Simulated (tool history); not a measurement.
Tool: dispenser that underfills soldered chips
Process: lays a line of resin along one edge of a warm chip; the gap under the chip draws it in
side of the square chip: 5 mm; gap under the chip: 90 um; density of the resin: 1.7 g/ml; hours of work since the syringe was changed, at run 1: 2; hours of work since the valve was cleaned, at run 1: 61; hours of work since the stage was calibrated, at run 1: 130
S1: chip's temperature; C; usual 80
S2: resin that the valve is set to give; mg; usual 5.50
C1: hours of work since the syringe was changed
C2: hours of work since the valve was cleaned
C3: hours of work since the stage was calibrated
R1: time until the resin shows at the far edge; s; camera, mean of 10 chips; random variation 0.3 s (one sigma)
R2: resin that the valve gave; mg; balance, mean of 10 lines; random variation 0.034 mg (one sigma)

{"run": 1, "hour": 0.0, "S1": 80, "S2": 5.5, "C1": 2, "C2": 61, "C3": 130, "R1": 5.8, "R2": 5.36}
{"run": 2, "hour": 4.4, "S1": 80, "S2": 5.5, "C1": 5, "C2": 64, "C3": 133, "R1": 6.5, "R2": 5.35}
{"hour": 6.5, "done": "new syringe of resin"}
{"run": 3, "hour": 12.4, "S1": 80, "S2": 6.06, "C1": 4, "C2": 69, "C3": 138, "R1": 6.2, "R2": 5.83}
{"hour": 15.9, "done": "new syringe of resin"}
{"run": 4, "hour": 18.3, "S1": 80, "S2": 6.06, "C1": 2, "C2": 73, "C3": 142, "R1": 5.1, "R2": 5.84}
{"hour": 25.3, "done": "new syringe of resin"}
{"run": 5, "hour": 25.9, "S1": 80, "S2": 5.5, "C1": 0, "C2": 78, "C3": 147, "R1": 4.3, "R2": 5.21}
{"run": 6, "hour": 31.6, "S1": 80, "S2": 5.5, "C1": 4, "C2": 81, "C3": 150, "R1": 6.9, "R2": 5.3}
{"hour": 34.4, "done": "new syringe of resin"}
{"run": 7, "hour": 39.2, "S1": 80, "S2": 6.92, "C1": 3, "C2": 86, "C3": 155, "R1": 5.6, "R2": 6.6}
{"hour": 44.1, "done": "new syringe of resin"}
{"run": 8, "hour": 46.4, "S1": 80, "S2": 5.5, "C1": 2, "C2": 91, "C3": 160, "R1": 5.4, "R2": 5.24}
{"hour": 53.3, "done": "new syringe of resin"}
{"run": 9, "hour": 53.6, "S1": 80, "S2": 5.5, "C1": 0, "C2": 95, "C3": 164, "R1": 4.7, "R2": 5.26}
{"run": 10, "hour": 59.5, "S1": 80, "S2": 5.5, "C1": 4, "C2": 99, "C3": 168, "R1": 6.4, "R2": 5.21}
{"hour": 62.7, "done": "new syringe of resin"}
{"run": 11, "hour": 64.8, "S1": 80, "S2": 5.35, "C1": 1, "C2": 102, "C3": 171, "R1": 5.3, "R2": 5.11}
{"hour": 72.1, "done": "new syringe of resin"}
{"run": 12, "hour": 72.7, "S1": 91, "S2": 5.35, "C1": 0, "C2": 107, "C3": 176, "R1": 2.8, "R2": 5.05}
{"run": 13, "hour": 78.8, "S1": 91, "S2": 5.35, "C1": 4, "C2": 111, "C3": 180, "R1": 4.4, "R2": 5.06}
{"hour": 81.6, "done": "new syringe of resin"}
{"run": 14, "hour": 84.7, "S1": 91, "S2": 5.35, "C1": 2, "C2": 115, "C3": 184, "R1": 3.1, "R2": 5.06}
{"hour": 87.0, "done": "dispensing valve cleaned and set on the balance"}
{"run": 15, "hour": 89.3, "S1": 80, "S2": 5.5, "C1": 4, "C2": 2, "C3": 186, "R1": 6.3, "R2": 5.54}
{"hour": 91.8, "done": "new syringe of resin"}
{"run": 16, "hour": 97.3, "S1": 80, "S2": 5.5, "C1": 4, "C2": 7, "C3": 191, "R1": 5.9, "R2": 5.48}
{"hour": 101.3, "done": "new syringe of resin"}
{"run": 17, "hour": 103.4, "S1": 80, "S2": 5.5, "C1": 1, "C2": 10, "C3": 195, "R1": 5.4, "R2": 5.48}
{"run": 18, "hour": 107.7, "S1": 80, "S2": 5.5, "C1": 4, "C2": 13, "C3": 198, "R1": 6.1, "R2": 5.45}
{"hour": 110.9, "done": "new syringe of resin"}
{"run": 19, "hour": 114.0, "S1": 73, "S2": 5.97, "C1": 2, "C2": 17, "C3": 202, "R1": 7.1, "R2": 5.93}
{"hour": 120.5, "done": "new syringe of resin"}
{"run": 20, "hour": 120.5, "S1": 80, "S2": 5.5, "C1": 0, "C2": 21, "C3": 206, "R1": 4.5, "R2": 5.41}
{"run": 21, "hour": 125.7, "S1": 88, "S2": 7.1, "C1": 3, "C2": 24, "C3": 209, "R1": 3.6, "R2": 7.0}
{"run": 22, "hour": 129.0, "S1": 79, "S2": 5.84, "C1": 6, "C2": 27, "C3": 211, "R1": 7.3, "R2": 5.69}
{"hour": 129.9, "done": "new syringe of resin"}
{"run": 23, "hour": 136.9, "S1": 75, "S2": 5.9, "C1": 5, "C2": 32, "C3": 216, "R1": 8.6, "R2": 5.84}
{"hour": 139.6, "done": "new syringe of resin"}
{"run": 24, "hour": 140.4, "S1": 84, "S2": 7.16, "C1": 0, "C2": 34, "C3": 218, "R1": 4.0, "R2": 6.98}
{"run": 25, "hour": 146.2, "S1": 73, "S2": 5.64, "C1": 4, "C2": 37, "C3": 222, "R1": 8.5, "R2": 5.46}
{"hour": 148.8, "done": "new syringe of resin"}
{"run": 26, "hour": 154.4, "S1": 73, "S2": 5.64, "C1": 4, "C2": 43, "C3": 227, "R1": 8.1, "R2": 5.45}
{"hour": 158.3, "done": "new syringe of resin"}
{"run": 27, "hour": 161.6, "S1": 91, "S2": 6.82, "C1": 2, "C2": 47, "C3": 232, "R1": 3.7, "R2": 6.65}
{"hour": 167.6, "done": "new syringe of resin"}
{"run": 28, "hour": 168.7, "S1": 79, "S2": 5.06, "C1": 1, "C2": 52, "C3": 236, "R1": 5.6, "R2": 4.93}
{"run": 29, "hour": 173.4, "S1": 66, "S2": 6.91, "C1": 4, "C2": 55, "C3": 239, "R1": 12.2, "R2": 6.7}
{"hour": 176.9, "done": "new syringe of resin"}
{"run": 30, "hour": 179.3, "S1": 66, "S2": 6.91, "C1": 2, "C2": 58, "C3": 243, "R1": 10.2, "R2": 6.7}
{"hour": 186.2, "done": "new syringe of resin"}
{"run": 31, "hour": 187.3, "S1": 66, "S2": 5.9, "C1": 1, "C2": 63, "C3": 248, "R1": 9.6, "R2": 5.65}
{"run": 32, "hour": 192.4, "S1": 68, "S2": 4.78, "C1": 4, "C2": 67, "C3": 251, "R1": 11.6, "R2": 4.62}
{"hour": 195.6, "done": "new syringe of resin"}
{"run": 33, "hour": 196.8, "S1": 89, "S2": 6.47, "C1": 1, "C2": 69, "C3": 254, "R1": 2.8, "R2": 6.26}
{"run": 34, "hour": 201.2, "S1": 72, "S2": 6.73, "C1": 4, "C2": 72, "C3": 257, "R1": 8.8, "R2": 6.51}
{"hour": 205.3, "done": "new syringe of resin"}
{"run": 35, "hour": 205.7, "S1": 86, "S2": 5.5, "C1": 0, "C2": 75, "C3": 260, "R1": 3.8, "R2": 5.21}

Forecast each of these 5 alternatives for the next run:
{"run": "A", "hour": 210.0, "S1": 90, "S2": 5.81, "C1": 3, "C2": 78, "C3": 262, "R1": "?", "R2": "?"}
{"run": "B", "hour": 210.0, "S1": 66, "S2": 7.04, "C1": 3, "C2": 78, "C3": 262, "R1": "?", "R2": "?"}
{"run": "C", "hour": 210.0, "S1": 90, "S2": 4.8, "C1": 3, "C2": 78, "C3": 262, "R1": "?", "R2": "?"}
{"run": "D", "hour": 210.0, "S1": 69, "S2": 5.11, "C1": 3, "C2": 78, "C3": 262, "R1": "?", "R2": "?"}
{"run": "E", "hour": 210.0, "S1": 83, "S2": 6.97, "C1": 3, "C2": 78, "C3": 262, "R1": "?", "R2": "?"}

run=A R1=3.4 R2=5.58
run=B R1=11.5 R2=6.83
run=C R1=3.7 R2=4.56
run=D R1=10.4 R2=4.91
run=E R1=5.1 R2=6.69
Without the tool's hidden state the same runs would have given:
run=A R1=2.4 R2=5.83
run=B R1=8.4 R2=7.13
run=C R1=2.6 R2=4.77
run=D R1=7.4 R2=5.12
run=E R1=3.7 R2=6.98
